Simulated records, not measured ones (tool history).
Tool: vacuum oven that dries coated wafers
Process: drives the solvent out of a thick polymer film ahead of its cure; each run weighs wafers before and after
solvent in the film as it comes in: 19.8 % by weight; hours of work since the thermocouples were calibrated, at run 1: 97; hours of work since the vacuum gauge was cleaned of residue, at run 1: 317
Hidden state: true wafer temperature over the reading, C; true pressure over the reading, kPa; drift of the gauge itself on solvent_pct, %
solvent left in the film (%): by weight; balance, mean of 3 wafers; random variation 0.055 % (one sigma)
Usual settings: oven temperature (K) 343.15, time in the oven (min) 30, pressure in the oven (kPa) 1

run    hour  oven temperature (K)  time in the oven (min)  pressure in the oven (kPa)  hours of work since the thermocouples were calibrated  hours of work since the vacuum gauge was cleaned of residue  solvent left in the film (%)
  1       0                343.15                      30                           1                                                     97                                                          317                          2.49
  2   107.7                343.15                      30                           1                                                    175                                                          395                          2.47
  3   178.8                343.15                      22                           1                                                    226                                                          447                          3.65
  4   276.5                343.15                      22                           1                                                    297                                                          518                           3.6
  5   341.1                343.15                      25                           1                                                    344                                                          565                          3.22
  6   426.9                343.15                      30                           1                                                    406                                                          627                          2.67
  7   527.6                343.15                      28                           1                                                    479                                                          700                          2.99
  8     622                343.15                      28                           1                                                    548                                                          768                          2.95
  9   678.2                343.15                      30                           1                                                    588                                                          809                          2.81
 10   778.9                343.15                      30                        1.22                                                    661                                                          882                             3
 11   889.9                343.15                      30                        1.22                                                    742                                                          962                          3.11
 12  1014.9                343.15                      30                        1.22                                                    832                                                         1053                          3.13
 13  1094.5                343.15                      30                        1.22                                                    890                                                         1111                           3.3
 14  1203.1                343.15                      30                        1.22                                                    969                                                         1189                          3.28
 15  1265.1                343.15                      30                        1.22                                                   1014                                                         1234                          3.32
 16  1323.1                343.15                      30                        1.22                                                   1056                                                         1276                          3.34
 17  1387.4                343.15                      30                        1.22                                                   1102                                                         1323                          3.27
 18  1457.5                332.15                      30                           1                                                   1153                                                         1374                          6.18
 19  1568.6                343.15                      30                        3.55                                                   1234                                                         1454                          6.23
 20  1692.3                337.15                      30                        3.55                                                   1323                                                         1544                          8.51
 21  1805.4                337.15                      30                        0.89                                                   1405                                                         1626                          4.55
 22    1932                337.15                      30                        0.89                                                   1497                                                         1718                          4.78
     1953.4  -- oven's thermocouples calibrated
 23  2054.8                337.15                      30                        0.89                                                     73                                                         1805                          5.22
 24  2143.9                343.15                      30                           1                                                    138                                                         1870                           3.8
 25  2201.8                343.15                      35                        0.56                                                    180                                                         1912                          2.84
 26  2330.9                343.15                      35                        0.56                                                    274                                                         2006                          2.91
 27  2434.4                337.15                      25                        1.08                                                    349                                                         2081                          6.66
 28  2493.1                337.15                      16                        1.08                                                    391                                                         2123                           8.7
 29  2563.2                337.15                      23                        2.89                                                    442                                                         2174                           9.8
 30  2625.4                337.15                      23                        2.89                                                    487                                                         2219                          9.71
 31  2730.8                337.15                      23                        2.89                                                    564                                                         2295                          9.84
     2744.1  -- oven's thermocouples calibrated, once more
 32    2816                334.15                      30                        0.75                                                     52                                                         2356                          5.25
 33  2871.2                334.15                      30                        0.75                                                     92                                                         2396                           5.2
 34  2982.1                340.15                      45                        0.66                                                    173                                                         2476                          2.52
 35  3049.1                340.15                      45                        0.66                                                    221                                                         2525                          2.55

The next listed run, before its measurement:
 36  3161.7                346.15                      45                        0.55                                                    303                                                         2606                             ?

{"run 36": {"solvent left in the film (%)": 1.75}}
Without the tool's hidden state the same run would have given solvent left in the film (%) 0.72.
